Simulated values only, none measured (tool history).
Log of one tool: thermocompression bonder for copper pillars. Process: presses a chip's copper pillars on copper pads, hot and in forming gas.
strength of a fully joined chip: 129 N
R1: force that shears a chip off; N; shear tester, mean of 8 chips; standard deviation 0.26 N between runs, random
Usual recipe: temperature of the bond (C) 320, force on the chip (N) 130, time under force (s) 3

run 1 day=0 | temperature_of_the_bond_(C)=320 force_on_the_chip_(N)=130 time_under_force_(s)=3 | R1=51.2
run 2 day=0.404 | temperature_of_the_bond_(C)=320 force_on_the_chip_(N)=104 time_under_force_(s)=3 | R1=40
run 3 day=0.679 | temperature_of_the_bond_(C)=320 force_on_the_chip_(N)=130 time_under_force_(s)=3 | R1=50.6
run 4 day=0.846 | temperature_of_the_bond_(C)=320 force_on_the_chip_(N)=130 time_under_force_(s)=3 | R1=50.4
run 5 day=1.129 | temperature_of_the_bond_(C)=320 force_on_the_chip_(N)=130 time_under_force_(s)=3 | R1=49.9
run 6 day=1.396 | temperature_of_the_bond_(C)=320 force_on_the_chip_(N)=130 time_under_force_(s)=3 | R1=50.3
run 7 day=1.692 | temperature_of_the_bond_(C)=320 force_on_the_chip_(N)=130 time_under_force_(s)=3 | R1=49.8
run 8 day=2.054 | temperature_of_the_bond_(C)=320 force_on_the_chip_(N)=130 time_under_force_(s)=3 | R1=50.3
run 9 day=2.375 | temperature_of_the_bond_(C)=328 force_on_the_chip_(N)=130 time_under_force_(s)=3 | R1=54.4
run 10 day=2.633 | temperature_of_the_bond_(C)=320 force_on_the_chip_(N)=130 time_under_force_(s)=3 | R1=49.7
run 11 day=2.883 | temperature_of_the_bond_(C)=320 force_on_the_chip_(N)=130 time_under_force_(s)=3 | R1=49.2
run 12 day=3.125 | temperature_of_the_bond_(C)=320 force_on_the_chip_(N)=130 time_under_force_(s)=3 | R1=49.9
run 13 day=3.412 | temperature_of_the_bond_(C)=320 force_on_the_chip_(N)=185 time_under_force_(s)=3 | R1=68.5
run 14 day=3.654 | temperature_of_the_bond_(C)=320 force_on_the_chip_(N)=185 time_under_force_(s)=3 | R1=68.3
run 15 day=3.946 | temperature_of_the_bond_(C)=320 force_on_the_chip_(N)=130 time_under_force_(s)=3 | R1=49.3
run 16 day=4.3 | temperature_of_the_bond_(C)=320 force_on_the_chip_(N)=130 time_under_force_(s)=3 | R1=49.4
-- day=4.417 heater calibrated with a thermocouple chip
run 17 day=4.592 | temperature_of_the_bond_(C)=320 force_on_the_chip_(N)=130 time_under_force_(s)=3 | R1=49.6
run 18 day=4.858 | temperature_of_the_bond_(C)=320 force_on_the_chip_(N)=130 time_under_force_(s)=3 | R1=49.2
-- day=5.083 heater calibrated with a thermocouple chip, once more
run 19 day=5.288 | temperature_of_the_bond_(C)=320 force_on_the_chip_(N)=130 time_under_force_(s)=3 | R1=48.3
run 20 day=5.542 | temperature_of_the_bond_(C)=320 force_on_the_chip_(N)=130 time_under_force_(s)=3 | R1=48.8
run 21 day=5.875 | temperature_of_the_bond_(C)=320 force_on_the_chip_(N)=172 time_under_force_(s)=3 | R1=63.1
run 22 day=6.121 | temperature_of_the_bond_(C)=320 force_on_the_chip_(N)=172 time_under_force_(s)=3 | R1=62.8
run 23 day=6.35 | temperature_of_the_bond_(C)=320 force_on_the_chip_(N)=121 time_under_force_(s)=2 | R1=38.1
-- day=6.55 forming gas filter changed
run 24 day=6.592 | temperature_of_the_bond_(C)=320 force_on_the_chip_(N)=121 time_under_force_(s)=2 | R1=42.3
run 25 day=6.804 | temperature_of_the_bond_(C)=326 force_on_the_chip_(N)=92 time_under_force_(s)=2 | R1=33.8
run 26 day=7.062 | temperature_of_the_bond_(C)=313 force_on_the_chip_(N)=128 time_under_force_(s)=2 | R1=41.3
run 27 day=7.371 | temperature_of_the_bond_(C)=291 force_on_the_chip_(N)=83 time_under_force_(s)=2 | R1=17.7
run 28 day=7.758 | temperature_of_the_bond_(C)=291 force_on_the_chip_(N)=83 time_under_force_(s)=2 | R1=17.5

What will run 29 give?
run 29 day=8.021 | temperature_of_the_bond_(C)=291 force_on_the_chip_(N)=160 time_under_force_(s)=2 | R1=?

R1: 38.1 N
With no hidden state in the tool, this same run would have given R1 36.9 N.

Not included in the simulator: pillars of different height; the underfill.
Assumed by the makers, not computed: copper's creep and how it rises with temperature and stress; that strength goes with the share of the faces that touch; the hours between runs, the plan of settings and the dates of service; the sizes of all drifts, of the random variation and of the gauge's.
